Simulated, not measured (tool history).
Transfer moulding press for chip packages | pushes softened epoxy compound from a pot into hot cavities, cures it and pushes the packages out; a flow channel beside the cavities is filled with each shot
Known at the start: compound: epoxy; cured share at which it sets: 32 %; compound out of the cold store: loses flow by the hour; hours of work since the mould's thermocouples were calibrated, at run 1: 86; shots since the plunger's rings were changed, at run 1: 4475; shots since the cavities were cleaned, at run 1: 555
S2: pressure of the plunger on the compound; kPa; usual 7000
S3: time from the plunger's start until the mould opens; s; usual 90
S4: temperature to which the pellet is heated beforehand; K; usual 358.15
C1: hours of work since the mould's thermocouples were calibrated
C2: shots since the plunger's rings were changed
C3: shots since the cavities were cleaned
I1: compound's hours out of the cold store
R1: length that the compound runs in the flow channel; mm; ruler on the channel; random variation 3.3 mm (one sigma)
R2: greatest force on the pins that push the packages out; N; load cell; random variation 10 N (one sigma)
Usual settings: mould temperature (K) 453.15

run 1 hour=0 | mould_temperature_(K)=453.15 S2=7000 S3=90 S4=358.15 | C1=86 C2=4475 C3=555 | I1=27.8 | R1=752 R2=690
run 2 hour=10.7 | mould_temperature_(K)=453.15 S2=7000 S3=90 S4=358.15 | C1=93 C2=4619 C3=699 | I1=29.9 | R1=741 R2=715
run 3 hour=21.1 | mould_temperature_(K)=453.15 S2=7000 S3=90 S4=358.15 | C1=100 C2=4760 C3=840 | I1=44.4 | R1=684 R2=720
run 4 hour=31.9 | mould_temperature_(K)=453.15 S2=7940 S3=90 S4=358.15 | C1=108 C2=4906 C3=986 | I1=26.2 | R1=802 R2=770
-- hour=38.8 cavities cleaned with cleaning compound and waxed
run 5 hour=41.7 | mould_temperature_(K)=453.15 S2=7000 S3=90 S4=358.15 | C1=114 C2=5018 C3=39 | I1=25.1 | R1=758 R2=507
run 6 hour=58 | mould_temperature_(K)=453.15 S2=7000 S3=90 S4=349.15 | C1=125 C2=5238 C3=259 | I1=28.7 | R1=744 R2=567
-- hour=68.7 plunger's sealing rings changed
run 7 hour=77.6 | mould_temperature_(K)=453.15 S2=7000 S3=77 S4=358.15 | C1=137 C2=121 C3=490 | I1=11.2 | R1=849 R2=846
run 8 hour=87.7 | mould_temperature_(K)=453.15 S2=7000 S3=77 S4=358.15 | C1=144 C2=258 C3=627 | I1=39.2 | R1=732 R2=804
run 9 hour=102.8 | mould_temperature_(K)=453.15 S2=7000 S3=77 S4=358.15 | C1=154 C2=461 C3=830 | I1=46.5 | R1=699 R2=853
run 10 hour=112.3 | mould_temperature_(K)=453.15 S2=7000 S3=90 S4=358.15 | C1=161 C2=591 C3=960 | I1=17 | R1=819 R2=799
-- hour=121.3 cavities cleaned with cleaning compound and waxed
run 11 hour=130.9 | mould_temperature_(K)=453.15 S2=7000 S3=90 S4=358.15 | C1=173 C2=821 C3=130 | I1=40 | R1=728 R2=520
run 12 hour=138.2 | mould_temperature_(K)=453.15 S2=7000 S3=90 S4=358.15 | C1=178 C2=919 C3=228 | I1=33.4 | R1=751 R2=554
run 13 hour=147.2 | mould_temperature_(K)=453.15 S2=7000 S3=90 S4=358.15 | C1=184 C2=1041 C3=350 | I1=29.5 | R1=767 R2=629
run 14 hour=158.5 | mould_temperature_(K)=453.15 S2=7000 S3=90 S4=358.15 | C1=192 C2=1194 C3=503 | I1=9.5 | R1=852 R2=632
run 15 hour=168.3 | mould_temperature_(K)=453.15 S2=8240 S3=82 S4=358.15 | C1=199 C2=1326 C3=635 | I1=43.9 | R1=771 R2=725
run 16 hour=183.6 | mould_temperature_(K)=453.15 S2=8240 S3=82 S4=358.15 | C1=209 C2=1534 C3=843 | I1=11.7 | R1=905 R2=831
run 17 hour=194.3 | mould_temperature_(K)=453.15 S2=8240 S3=82 S4=358.15 | C1=217 C2=1677 C3=986 | I1=19 | R1=875 R2=866
-- hour=201.8 cavities cleaned with cleaning compound and waxed
run 18 hour=210.5 | mould_temperature_(K)=453.15 S2=8240 S3=82 S4=358.15 | C1=227 C2=1876 C3=118 | I1=20.5 | R1=868 R2=570
run 19 hour=225.7 | mould_temperature_(K)=453.15 S2=5670 S3=90 S4=358.15 | C1=237 C2=2081 C3=323 | I1=46.8 | R1=626 R2=582
run 20 hour=241.3 | mould_temperature_(K)=453.15 S2=7000 S3=90 S4=359.15 | C1=248 C2=2292 C3=534 | I1=26.1 | R1=772 R2=623
run 21 hour=250.3 | mould_temperature_(K)=447.15 S2=7000 S3=90 S4=368.15 | C1=254 C2=2413 C3=655 | I1=31.4 | R1=774 R2=903
run 22 hour=259.1 | mould_temperature_(K)=447.15 S2=7750 S3=80 S4=368.15 | C1=260 C2=2532 C3=774 | I1=20.7 | R1=869 R2=1239
run 23 hour=270.1 | mould_temperature_(K)=453.15 S2=7780 S3=90 S4=358.15 | C1=268 C2=2682 C3=924 | I1=43.4 | R1=742 R2=721
-- hour=282 cavities cleaned with cleaning compound and waxed
run 24 hour=282 | mould_temperature_(K)=446.15 S2=5770 S3=81 S4=361.15 | C1=275 C2=2822 C3=0 | I1=38.9 | R1=679 R2=811
run 25 hour=292.7 | mould_temperature_(K)=453.15 S2=7000 S3=90 S4=361.15 | C1=283 C2=2966 C3=144 | I1=38.5 | R1=717 R2=525

Measured less the same run without the tool's hidden state. The same run-to-run variation is in both; the gauge's scatter may not be:
The hidden state here: true mould temperature over the reading, C; pressure that reaches the compound, % of what is set; grip of the stained cavities, % over clean ones'; drift of the gauge itself on flow_mm, %; drift of the gauge itself on push_out_n, %.
run=1 R1=-30 R2=+223
run=2 R1=-31 R2=+252
run=3 R1=-29 R2=+269
run=4 R1=-36 R2=+304
run=5 R1=-34 R2=+26
run=6 R1=-35 R2=+111
run=7 R1=-3 R2=+236
run=8 R1=-4 R2=+253
run=9 R1=-5 R2=+302
run=10 R1=-7 R2=+299
run=11 R1=-8 R2=+57
run=12 R1=-8 R2=+96
run=13 R1=-9 R2=+142
run=14 R1=-11 R2=+177
run=15 R1=-11 R2=+228
run=16 R1=-14 R2=+292
run=17 R1=-15 R2=+322
run=18 R1=-17 R2=+50
run=19 R1=-13 R2=+125
run=20 R1=-18 R2=+182
run=21 R1=-18 R2=+278
run=22 R1=-21 R2=+405
run=23 R1=-19 R2=+268
run=24 R1=-19 R2=-24
run=25 R1=-21 R2=+66
